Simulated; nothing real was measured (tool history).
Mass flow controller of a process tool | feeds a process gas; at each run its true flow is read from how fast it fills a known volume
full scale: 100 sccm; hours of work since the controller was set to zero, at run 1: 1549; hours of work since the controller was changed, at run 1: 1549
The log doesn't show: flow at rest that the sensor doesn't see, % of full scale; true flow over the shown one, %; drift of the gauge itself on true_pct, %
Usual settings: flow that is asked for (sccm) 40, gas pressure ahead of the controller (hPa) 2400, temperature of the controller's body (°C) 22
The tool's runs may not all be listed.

run    hour  flow that is asked for (sccm)  gas pressure ahead of the controller (hPa)  temperature of the controller's body (°C)  hours of work since the controller was set to zero  hours of work since the controller was changed  true flow (%)
  1       0                             40                                        2400                                         22                                                1549                                            1549          98.87
  2    51.5                             40                                        2400                                         23                                                1588                                            1588          98.86
  3   107.1                             40                                        1640                                         22                                                1629                                            1629          98.83
  4   176.4                             40                                        1640                                         22                                                1682                                            1682          98.83
  5   249.9                             40                                        1640                                         22                                                1737                                            1737           99.1
  6   318.4                             40                                        2400                                         22                                                1788                                            1788          99.55
  7     389                             40                                        2400                                         22                                                1841                                            1841          99.68
  8   435.5                             40                                        2400                                         22                                                1876                                            1876          99.75
  9   509.9                             60                                        2400                                         22                                                1932                                            1932         100.41
 10   581.1                             60                                        2400                                         22                                                1985                                            1985         100.65
 11   629.2                             40                                        2400                                         35                                                2021                                            2021          98.82
 12   672.9                             40                                        2400                                         22                                                2054                                            2054         100.25
 13   719.1                             40                                        2400                                         22                                                2089                                            2089         100.35
 14   784.7                             40                                        2010                                         22                                                2138                                            2138         100.41
 15   866.4                             40                                        2010                                         23                                                2199                                            2199         100.34
 16   918.7                             28                                        2310                                         33                                                2239                                            2239          99.23
 17     992                             12                                        2400                                         22                                                2294                                            2294         100.19
 18  1041.2                             12                                        2400                                         22                                                2331                                            2331         100.27
 19  1110.9                             58                                        1610                                         22                                                2383                                            2383         101.21
 20  1155.8                             29                                        2510                                         37                                                2417                                            2417          99.34
 21  1198.2                             13                                        1410                                         37                                                2449                                            2449          98.39
 22  1260.5                             13                                        1410                                         37                                                2495                                            2495          98.63
 23  1300.6                             13                                        1410                                         34                                                2525                                            2525          99.08
 24  1343.5                             13                                        1410                                         34                                                2558                                            2558          99.08

Forecast each of these 4 alternatives for the next run:
  A  1383.6                             17                                        1450                                         22                                                2588                                            2588              ?
  B  1383.6                             18                                        1410                                         23                                                2588                                            2588              ?
  C  1383.6                             18                                        1890                                         25                                                2588                                            2588              ?
  D  1383.6                             13                                        2390                                         34                                                2588                                            2588              ?

run  true flow (%)
  A         100.66
  B         100.59
  C         100.43
  D          99.64
Without the tool's hidden state the same runs would have given:
run  true flow (%)
  A          97.91
  B          97.85
  C          97.69
  D          96.92

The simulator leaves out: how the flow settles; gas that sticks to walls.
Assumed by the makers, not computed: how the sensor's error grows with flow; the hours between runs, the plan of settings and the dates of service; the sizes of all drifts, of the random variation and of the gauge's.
